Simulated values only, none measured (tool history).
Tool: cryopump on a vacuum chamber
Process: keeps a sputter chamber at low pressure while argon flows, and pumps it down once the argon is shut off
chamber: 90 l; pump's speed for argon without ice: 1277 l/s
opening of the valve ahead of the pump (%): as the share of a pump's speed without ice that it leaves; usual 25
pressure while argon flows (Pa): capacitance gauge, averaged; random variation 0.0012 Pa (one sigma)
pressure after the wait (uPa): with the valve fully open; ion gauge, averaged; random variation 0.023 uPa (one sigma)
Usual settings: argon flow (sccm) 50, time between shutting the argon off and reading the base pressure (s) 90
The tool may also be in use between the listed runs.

run	day	argon flow (sccm)	time between shutting the argon off and reading the base pressure (s)	opening of the valve ahead of the pump (%)	pressure while argon flows (Pa)	pressure after the wait (uPa)
1	0.000	50	90	25	0.2686	1.31
2	0.629	50	90	25	0.2683	1.36
3	1.421	50	90	25	0.2708	1.33
4	2.062	59	90	25	0.3189	1.33
5	2.492	50	90	25	0.2687	1.38
6	3.258	50	90	25	0.2704	1.37
7	4.100	50	90	25	0.2721	1.39
8	5.012	50	276	25	0.2739	1.10
9	5.429	50	276	25	0.2725	1.13
10	6.183	50	90	25	0.2754	1.43
11	7.100	50	90	25	0.2749	1.50
12	7.621	50	90	25	0.2765	1.49

Run 13 comes next. What will it give?
13	8.200	50	43	36	?	?

Run 13 gave pressure while argon flows (Pa) 0.1962, pressure after the wait (uPa) 2.06.
Without the tool's hidden state the same run would have given pressure while argon flows (Pa) 0.1840, pressure after the wait (uPa) 1.22.

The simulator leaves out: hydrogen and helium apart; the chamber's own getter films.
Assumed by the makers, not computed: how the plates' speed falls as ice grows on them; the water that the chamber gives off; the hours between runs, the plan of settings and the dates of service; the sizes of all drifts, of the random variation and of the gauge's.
